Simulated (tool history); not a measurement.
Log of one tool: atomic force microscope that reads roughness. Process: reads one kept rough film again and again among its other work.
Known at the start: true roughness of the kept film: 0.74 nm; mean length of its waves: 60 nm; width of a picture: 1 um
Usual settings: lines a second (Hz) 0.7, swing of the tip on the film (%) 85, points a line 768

run   hour  lines a second (Hz)  swing of the tip on the film (%)  points a line  roughness of the kept film (nm (root mean square))
  1      0                  0.7                                85            768                                               0.669
  2   17.2                  0.7                                85            768                                               0.672
      26.2  -- new tip fitted
  3   43.5                  0.7                                85            768                                               0.689
  4   69.2                  0.7                                85            768                                                0.68
  5     99                  0.7                                85            768                                                0.68
  6  117.4                  0.7                                85            768                                               0.677
  7  144.9                  0.7                                85            768                                               0.668
  8  170.9                  0.7                                85            287                                               0.671
  9  193.9                  0.7                                85            588                                               0.669
     209.9  -- new tip fitted
 10  222.3                  0.7                                85            768                                               0.689
 11    235                  0.7                                85            768                                               0.686
 12  253.1                  0.7                                85            768                                               0.688
 13  278.3                  0.7                                85            768                                               0.677
     281.7  -- height scale calibrated on a step standard
 14  302.7                  0.7                                85            768                                                0.67
 15  316.5                 1.92                                85            768                                               0.605
 16  342.7                 1.92                                85            768                                               0.607
 17  368.7                  0.7                                85            768                                               0.673
 18  386.1                  0.7                                85            705                                               0.673
     394.6  -- new tip fitted
 19  407.6                  0.7                                85            705                                               0.676
 20  436.1                0.973                                85            705                                               0.673
     447.8  -- height scale calibrated on a step standard, once more
 21    456                2.152                                85            668                                               0.604
 22  485.2                0.914                                62           1018                                               0.718
 23  505.1                  0.7                                58            502                                                0.72
 24  529.1                  0.7                                58            502                                               0.716
 25  544.1                1.082                                83            502                                               0.652
 26    574                1.082                                83            502                                               0.657
       578  -- new tip fitted
 27  590.7                0.606                                70            585                                               0.709
 28  608.2                  0.7                                85            674                                               0.682
 29  634.8                 3.72                                78            501                                               0.587
 30  663.2                 3.72                                78            690                                               0.585
 31    693                 3.72                                78            690                                               0.572
 32  721.1                2.289                                75            690                                               0.629
 33  733.4                3.014                                66            906                                               0.642
 34    756                3.379                                67            906                                               0.633
     760.1  -- new tip fitted
 35    774                3.379                                87            906                                               0.538
 36  788.7                  0.7                                63            520                                                0.71
 37  817.4                0.686                                70            939                                               0.709
 38  834.6                0.686                                70            939                                                0.71
 39  854.1                0.686                                70            939                                               0.702
 40  874.7                1.756                                89            539                                               0.602

Forecast each of these 3 alternatives for the next run:
  A  895.5                  0.7                                85            768                                                   ?
  B  895.5                1.084                                89            393                                                   ?
  C  895.5                  0.7                                73            449                                                   ?

run  roughness of the kept film (nm (root mean square))
  A                                               0.667
  B                                               0.639
  C                                               0.698
Without the tool's hidden state the same runs would have given:
run  roughness of the kept film (nm (root mean square))
  A                                               0.681
  B                                               0.652
  C                                               0.713

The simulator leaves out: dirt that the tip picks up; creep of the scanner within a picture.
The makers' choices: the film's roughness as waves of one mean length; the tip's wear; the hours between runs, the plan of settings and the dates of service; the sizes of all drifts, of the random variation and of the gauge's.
